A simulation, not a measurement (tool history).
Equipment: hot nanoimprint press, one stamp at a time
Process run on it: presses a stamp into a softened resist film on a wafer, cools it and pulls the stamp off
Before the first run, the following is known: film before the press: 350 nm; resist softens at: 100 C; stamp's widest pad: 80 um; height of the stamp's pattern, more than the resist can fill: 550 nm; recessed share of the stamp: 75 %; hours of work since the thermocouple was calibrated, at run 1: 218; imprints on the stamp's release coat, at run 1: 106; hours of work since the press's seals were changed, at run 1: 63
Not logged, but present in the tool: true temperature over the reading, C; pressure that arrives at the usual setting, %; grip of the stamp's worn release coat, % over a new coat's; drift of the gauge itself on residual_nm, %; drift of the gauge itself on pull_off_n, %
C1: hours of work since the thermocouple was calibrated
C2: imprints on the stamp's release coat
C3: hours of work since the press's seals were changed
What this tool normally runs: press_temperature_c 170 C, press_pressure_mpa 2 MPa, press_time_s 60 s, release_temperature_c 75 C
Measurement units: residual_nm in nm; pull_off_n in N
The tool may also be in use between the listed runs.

Run 1, hour 0: usual settings; C1 218; C2 106; C3 63. Result: residual_nm 120.1 nm, pull_off_n 159 N.
Run 2, hour 19.5: usual settings; C1 229; C2 191; C3 75. Result: residual_nm 118.4 nm, pull_off_n 157 N.
Run 3, hour 49.1: usual settings; C1 247; C2 321; C3 93. Result: residual_nm 116.9 nm, pull_off_n 168 N.
Run 4, hour 84.4: usual settings but release_temperature_c 79 C; C1 269; C2 475; C3 114. Result: residual_nm 118.2 nm, pull_off_n 181 N.
Run 5, hour 124.8: usual settings; C1 293; C2 652; C3 139. Result: residual_nm 116.4 nm, pull_off_n 204 N.
Run 6, hour 144.3: usual settings; C1 305; C2 738; C3 151. Result: residual_nm 115.6 nm, pull_off_n 198 N.
Run 7, hour 163.9: usual settings; C1 317; C2 824; C3 162. Result: residual_nm 114.6 nm, pull_off_n 208 N.
Run 8, hour 207.9: usual settings; C1 343; C2 1017; C3 189. Result: residual_nm 114.7 nm, pull_off_n 221 N.
Run 9, hour 234.4: usual settings; C1 359; C2 1133; C3 205. Result: residual_nm 113.6 nm, pull_off_n 236 N.
At hour 266: plate thermocouple calibrated.
Run 10, hour 280.5: usual settings but press_temperature_c 161 C; C1 9; C2 1321; C3 231. Result: residual_nm 168 nm, pull_off_n 242 N.
Run 11, hour 313.7: usual settings but press_temperature_c 161 C; C1 29; C2 1467; C3 251. Result: residual_nm 168.3 nm, pull_off_n 255 N.
Run 12, hour 336: usual settings; C1 42; C2 1564; C3 265. Result: residual_nm 106.1 nm, pull_off_n 255 N.
Run 13, hour 374.4: usual settings; C1 66; C2 1733; C3 288. Result: residual_nm 105.3 nm, pull_off_n 280 N.
Run 14, hour 413.8: usual settings; C1 89; C2 1905; C3 312. Result: residual_nm 104.6 nm, pull_off_n 302 N.
Run 15, hour 439.3: usual settings; C1 105; C2 2017; C3 327. Result: residual_nm 103.5 nm, pull_off_n 306 N.
At hour 453.9: stamp cleaned and given a new release coat.
At hour 466.8: plate thermocouple calibrated, once more.
Run 16, hour 487.8: usual settings but press_temperature_c 164 C, press_pressure_mpa 1.65 MPa, press_time_s 84 s, release_temperature_c 70 C; C1 13; C2 134; C3 351. Result: residual_nm 167.7 nm, pull_off_n 160 N.
Run 17, hour 526.3: usual settings but press_temperature_c 164 C, press_pressure_mpa 1.99 MPa, press_time_s 84 s, release_temperature_c 70 C; C1 36; C2 303; C3 374. Result: residual_nm 154.8 nm, pull_off_n 170 N.
Run 18, hour 552.9: usual settings but press_temperature_c 164 C, press_pressure_mpa 2.19 MPa, press_time_s 84 s, release_temperature_c 70 C; C1 52; C2 420; C3 390. Result: residual_nm 148.2 nm, pull_off_n 179 N.
Run 19, hour 597.6: usual settings but press_temperature_c 164 C, press_pressure_mpa 2.19 MPa, press_time_s 84 s, release_temperature_c 70 C; C1 79; C2 615; C3 418. Result: residual_nm 144.7 nm, pull_off_n 193 N.
Run 20, hour 631.2: usual settings but press_temperature_c 164 C, press_pressure_mpa 1.25 MPa; C1 99; C2 763; C3 438. Result: residual_nm 201.1 nm, pull_off_n 198 N.
Run 21, hour 650.4: usual settings but press_temperature_c 164 C, press_pressure_mpa 1.25 MPa; C1 111; C2 847; C3 449. Result: residual_nm 202.3 nm, pull_off_n 209 N.
Run 22, hour 679.8: usual settings but press_temperature_c 164 C, press_pressure_mpa 1.25 MPa, press_time_s 76 s; C1 129; C2 975; C3 467. Result: residual_nm 187.1 nm, pull_off_n 219 N.
Run 23, hour 709.1: usual settings but press_time_s 31 s, release_temperature_c 62 C; C1 147; C2 1104; C3 485. Result: residual_nm 162.9 nm, pull_off_n 248 N.
Run 24, hour 742.5: usual settings but press_time_s 56 s, release_temperature_c 62 C; C1 167; C2 1250; C3 505. Result: residual_nm 129.2 nm, pull_off_n 262 N.
Run 25, hour 765.1: usual settings but press_time_s 56 s, release_temperature_c 62 C; C1 180; C2 1349; C3 519. Result: residual_nm 127.6 nm, pull_off_n 272 N.
Run 26, hour 808.6: usual settings but press_temperature_c 165 C, press_pressure_mpa 1.27 MPa, press_time_s 49 s, release_temperature_c 69 C; C1 207; C2 1539; C3 545. Result: residual_nm 203.9 nm, pull_off_n 274 N.
Run 27, hour 848.9: usual settings but press_temperature_c 165 C, press_pressure_mpa 1.27 MPa, press_time_s 76 s, release_temperature_c 81 C; C1 231; C2 1716; C3 570. Result: residual_nm 172.9 nm, pull_off_n 272 N.
Run 28, hour 887.2: usual settings but press_temperature_c 165 C, press_pressure_mpa 1.27 MPa, press_time_s 90 s, release_temperature_c 68 C; C1 254; C2 1884; C3 593. Result: residual_nm 159.3 nm, pull_off_n 311 N.
At hour 932: stamp cleaned and given a new release coat.
Run 29, hour 932.1: usual settings but press_temperature_c 181 C, press_pressure_mpa 1.36 MPa, press_time_s 51 s, release_temperature_c 81 C; C1 278; C2 0; C3 616. Result: residual_nm 89.9 nm, pull_off_n 140 N.

Below are 4 alternative next runs, each starting from the tool's condition after run 29. Predict each:
Run A, hour 974.6: usual settings but release_temperature_c 68 C; C1 303; C2 186; C3 642. Result: residual_nm ?, pull_off_n ?.
Run B, hour 974.6: usual settings but press_temperature_c 181 C, press_pressure_mpa 1.36 MPa, press_time_s 51 s, release_temperature_c 61 C; C1 303; C2 186; C3 642. Result: residual_nm ?, pull_off_n ?.
Run C, hour 974.6: usual settings but press_temperature_c 162 C, press_pressure_mpa 1.24 MPa, press_time_s 92 s; C1 303; C2 186; C3 642. Result: residual_nm ?, pull_off_n ?.
Run D, hour 974.6: usual settings but press_temperature_c 166 C, press_pressure_mpa 3.2 MPa, press_time_s 55 s, release_temperature_c 81 C; C1 303; C2 186; C3 642. Result: residual_nm ?, pull_off_n ?.

run  residual_nm  pull_off_n
  A          121         163
  B         90.2         167
  C        184.4         161
  D        127.8         152
Had the tool no hidden state, the same runs would have come out as:
run  residual_nm  pull_off_n
  A        126.8         151
  B         94.5         154
  C        194.4         149
  D        132.6         141

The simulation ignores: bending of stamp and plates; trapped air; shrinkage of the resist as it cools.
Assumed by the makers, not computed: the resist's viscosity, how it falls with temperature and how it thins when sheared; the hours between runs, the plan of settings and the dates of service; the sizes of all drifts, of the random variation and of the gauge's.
